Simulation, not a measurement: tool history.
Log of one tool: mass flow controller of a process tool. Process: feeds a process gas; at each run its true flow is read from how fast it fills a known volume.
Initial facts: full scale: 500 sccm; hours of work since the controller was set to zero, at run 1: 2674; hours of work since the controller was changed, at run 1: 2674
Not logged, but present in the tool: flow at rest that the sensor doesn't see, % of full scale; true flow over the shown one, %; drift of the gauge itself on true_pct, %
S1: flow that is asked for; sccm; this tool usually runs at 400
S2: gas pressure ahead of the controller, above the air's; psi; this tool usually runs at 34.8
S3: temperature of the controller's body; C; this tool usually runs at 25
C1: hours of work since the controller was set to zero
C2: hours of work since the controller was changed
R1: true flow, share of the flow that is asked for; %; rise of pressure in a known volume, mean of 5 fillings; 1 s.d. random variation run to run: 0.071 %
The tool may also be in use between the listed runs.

run	hour	S1	S2	S3	C1	C2	R1
1	0	400	34.8	25	2674	2674	100.48
2	414.3	400	34.8	25	2832	2832	100.37
3	679.1	400	34.8	25	2933	2933	100.33
4	983.1	400	34.8	25	3049	3049	100.4
5	1416.2	400	34.8	25	3215	3215	100.55
6	1824.9	400	34.8	25	3371	3371	100.48
7	2133.2	400	34.8	25	3489	3489	100.58
8	2476.2	400	34.8	25	3620	3620	100.62
9	2937.2	94	34.8	25	3796	3796	96.67
10	3421.6	400	34.8	25	3981	3981	100.79
11	3816.4	400	34.8	25	4132	4132	100.64
12	4011.6	400	34.8	25	4206	4206	100.81
13	4367	400	34.8	25	4342	4342	100.77
14	4726.8	400	34.8	25	4480	4480	100.87
15	5055.1	400	34.8	25	4605	4605	100.77
16	5320.2	400	34.8	25	4706	4706	101.01
17	5740.3	400	34.8	25	4867	4867	100.77
18	6097.3	400	22.6	25	5003	5003	101.23
# hour 6218.7: controller's zero set anew
19	6482.5	400	35.7	25	101	5150	100.66
20	6728.6	400	34.8	25	195	5244	100.71
21	7094.3	400	34.8	25	335	5384	100.76
22	7403.8	400	34.8	38	453	5502	99.93
23	7684.1	400	34.8	38	560	5609	99.85
24	7958	400	34.8	38	664	5714	99.92
25	8211.4	190	30.5	38	761	5811	97.72
# hour 8571.8: controller's zero set anew, once more
26	8669	57	31.6	32	37	5985	102.19
27	8981.7	57	30.2	39	157	6105	101.62
28	9424.2	379	29.3	25	326	6274	103.12
29	9749.3	81	25.4	29	450	6398	102.34
30	10137.1	83	29.7	39	598	6546	101.58
31	10403.1	83	24.7	39	700	6648	101.41
32	10702.5	93	24.7	23	814	6762	102.47
33	10960.9	93	24.7	23	913	6861	102.46
34	11324	122	26.8	21	1051	7000	102.86
35	11754.1	307	34.8	35	1216	7164	102.42
36	12199.4	307	34.8	35	1386	7334	102.57
37	12594.4	220	34.5	31	1537	7485	102.43
38	12854	228	34.5	36	1636	7584	102.11
39	13276	420	34.5	36	1797	7746	102.66
40	13680.9	82	34.8	37	1952	7900	100.17
41	14039.9	52	23.2	21	2089	8037	99.64
42	14419.5	71	29.3	29	2234	8182	100.04
43	14773.9	71	29.3	29	2369	8318	99.86
44	14976.8	317	37.7	34	2447	8395	102.58
45	15301.6	400	24.5	25	2571	8519	103.78
46	15633.3	400	24.5	25	2698	8646	103.87
47	16016.3	146	20.9	28	2844	8792	102.21
48	16215.9	70	26.8	35	2920	8869	98.86

Consider 3 possible next runs. They are alternatives, not a sequence: every one starts from the tool as it was left by run 48. What does each give?
A	16466	114	40.2	27	3016	8964	?
B	16466	70	33.2	26	3016	8964	?
C	16466	73	30.6	40	3016	8964	?

run	R1
A	100.93
B	99.18
C	98.52
Had the tool no hidden state, the same runs would have come out as:
run	R1
A	99.26
B	99.5
C	98.62
